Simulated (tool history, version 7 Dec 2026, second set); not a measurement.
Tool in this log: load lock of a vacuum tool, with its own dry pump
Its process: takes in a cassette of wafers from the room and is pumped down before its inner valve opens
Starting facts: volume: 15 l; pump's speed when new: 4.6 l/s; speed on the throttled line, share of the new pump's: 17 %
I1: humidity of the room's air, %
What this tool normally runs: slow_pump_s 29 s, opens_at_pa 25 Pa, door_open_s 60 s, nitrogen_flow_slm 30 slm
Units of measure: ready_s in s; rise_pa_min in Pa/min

run 1 hour=0 | slow_pump_s=29 opens_at_pa=25 door_open_s=60 nitrogen_flow_slm=30 | I1=43.4 | ready_s=54.8 rise_pa_min=0.209
run 2 hour=214.7 | slow_pump_s=29 opens_at_pa=38 door_open_s=60 nitrogen_flow_slm=30 | I1=48.2 | ready_s=52.5 rise_pa_min=0.209
run 3 hour=427.8 | slow_pump_s=29 opens_at_pa=19 door_open_s=60 nitrogen_flow_slm=30 | I1=41 | ready_s=55.2 rise_pa_min=0.217
run 4 hour=595.7 | slow_pump_s=29 opens_at_pa=25 door_open_s=60 nitrogen_flow_slm=30 | I1=41.5 | ready_s=54.9 rise_pa_min=0.219
run 5 hour=833.8 | slow_pump_s=29 opens_at_pa=25 door_open_s=60 nitrogen_flow_slm=30 | I1=43.1 | ready_s=54.8 rise_pa_min=0.225
run 6 hour=1067.5 | slow_pump_s=29 opens_at_pa=25 door_open_s=60 nitrogen_flow_slm=27 | I1=45.2 | ready_s=54.8 rise_pa_min=0.235
run 7 hour=1238.4 | slow_pump_s=29 opens_at_pa=25 door_open_s=60 nitrogen_flow_slm=27 | I1=48.7 | ready_s=55 rise_pa_min=0.239
run 8 hour=1407.8 | slow_pump_s=29 opens_at_pa=25 door_open_s=60 nitrogen_flow_slm=27 | I1=47.1 | ready_s=55.1 rise_pa_min=0.244
run 9 hour=1608.8 | slow_pump_s=21 opens_at_pa=44 door_open_s=85 nitrogen_flow_slm=26 | I1=47.8 | ready_s=47.1 rise_pa_min=0.253
run 10 hour=1803.5 | slow_pump_s=21 opens_at_pa=44 door_open_s=85 nitrogen_flow_slm=26 | I1=47.5 | ready_s=45.9 rise_pa_min=0.254
run 11 hour=1966.8 | slow_pump_s=21 opens_at_pa=44 door_open_s=85 nitrogen_flow_slm=26 | I1=48.9 | ready_s=46.7 rise_pa_min=0.26
run 12 hour=2220.9 | slow_pump_s=27 opens_at_pa=33 door_open_s=60 nitrogen_flow_slm=5 | I1=45.2 | ready_s=53.7 rise_pa_min=0.274
run 13 hour=2423.2 | slow_pump_s=27 opens_at_pa=33 door_open_s=60 nitrogen_flow_slm=5 | I1=43.8 | ready_s=52.3 rise_pa_min=0.282
run 14 hour=2657.7 | slow_pump_s=20 opens_at_pa=36 door_open_s=97 nitrogen_flow_slm=17 | I1=45.9 | ready_s=46.7 rise_pa_min=0.283
run 15 hour=2766.4 | slow_pump_s=17 opens_at_pa=43 door_open_s=42 nitrogen_flow_slm=11 | I1=45.8 | ready_s=43.1 rise_pa_min=0.28
run 16 hour=2979.3 | slow_pump_s=17 opens_at_pa=43 door_open_s=42 nitrogen_flow_slm=11 | I1=41.4 | ready_s=44.1 rise_pa_min=0.277

Each row is a separate what-if for the run after 16, all from the same tool condition, not one after another. Results?
run A hour=3179.5 | slow_pump_s=19 opens_at_pa=43 door_open_s=206 nitrogen_flow_slm=9 | I1=44.2 | ready_s=? rise_pa_min=?
run B hour=3179.5 | slow_pump_s=29 opens_at_pa=21 door_open_s=60 nitrogen_flow_slm=12 | I1=46.4 | ready_s=? rise_pa_min=?
run C hour=3179.5 | slow_pump_s=49 opens_at_pa=25 door_open_s=60 nitrogen_flow_slm=30 | I1=47.7 | ready_s=? rise_pa_min=?
run D hour=3179.5 | slow_pump_s=29 opens_at_pa=25 door_open_s=60 nitrogen_flow_slm=16 | I1=44.1 | ready_s=? rise_pa_min=?

run=A ready_s=45.8 rise_pa_min=0.323
run=B ready_s=56.8 rise_pa_min=0.287
run=C ready_s=71.3 rise_pa_min=0.274
run=D ready_s=55.6 rise_pa_min=0.281
Without the tool's hidden state the same runs would have given:
run=A ready_s=41.2 rise_pa_min=0.061
run=B ready_s=52.1 rise_pa_min=0.028
run=C ready_s=67.4 rise_pa_min=0.016
run=D ready_s=51 rise_pa_min=0.025
